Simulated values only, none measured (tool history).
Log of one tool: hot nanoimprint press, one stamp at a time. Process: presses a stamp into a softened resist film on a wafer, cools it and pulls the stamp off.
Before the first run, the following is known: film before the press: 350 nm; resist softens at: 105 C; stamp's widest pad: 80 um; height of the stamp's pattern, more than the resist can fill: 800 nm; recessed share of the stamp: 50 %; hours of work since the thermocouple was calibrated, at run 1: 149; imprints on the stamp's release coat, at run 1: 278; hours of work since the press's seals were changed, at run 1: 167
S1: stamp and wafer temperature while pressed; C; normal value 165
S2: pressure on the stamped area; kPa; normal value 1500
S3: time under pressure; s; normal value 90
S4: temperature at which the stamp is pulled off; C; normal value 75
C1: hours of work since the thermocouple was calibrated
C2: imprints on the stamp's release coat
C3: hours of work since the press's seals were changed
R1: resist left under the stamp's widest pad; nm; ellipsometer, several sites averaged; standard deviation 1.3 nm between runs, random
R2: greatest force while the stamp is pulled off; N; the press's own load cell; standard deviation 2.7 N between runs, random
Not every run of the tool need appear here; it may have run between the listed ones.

run,hour,S1,S2,S3,S4,C1,C2,C3,R1,R2
1,0.0,165,1500,90,75,149,278,167,197.2,130
2,6.7,154,1500,90,75,152,302,171,266.0,124
3,20.2,165,1500,90,75,159,351,177,195.6,122
4,33.5,165,1500,90,75,166,399,184,197.4,127
5,42.3,165,1500,90,75,170,430,188,195.7,129
6,56.2,166,1500,90,75,177,481,195,190.8,123
# hour 60.4: plate thermocouple calibrated
7,68.2,166,1500,90,75,4,513,200,190.6,125
8,80.0,166,940,90,75,10,555,205,224.2,126
# hour 89.5: plate thermocouple calibrated, once more
9,91.4,160,1270,55,80,1,586,210,271.3,121
10,103.0,160,1270,55,80,7,627,215,270.1,128
11,110.2,165,1240,90,75,10,654,219,214.7,131
12,120.8,165,1240,54,69,16,691,224,246.5,139
13,130.4,165,1240,54,69,20,726,229,243.8,135
14,139.0,165,1240,63,70,25,757,233,234.9,138

Here are 3 independent what-if runs from the current tool condition. What would each one return?
A,147.3,161,1500,90,74,29,787,237,?,?
B,147.3,163,2060,51,75,29,787,237,?,?
C,147.3,170,1240,63,70,29,787,237,?,?

run,R1,R2
A,225.3,132
B,222.5,135
C,207.3,137
Had the tool no hidden state, the same runs would have come out as:
run,R1,R2
A,225.7,122
B,222.8,124
C,207.7,126

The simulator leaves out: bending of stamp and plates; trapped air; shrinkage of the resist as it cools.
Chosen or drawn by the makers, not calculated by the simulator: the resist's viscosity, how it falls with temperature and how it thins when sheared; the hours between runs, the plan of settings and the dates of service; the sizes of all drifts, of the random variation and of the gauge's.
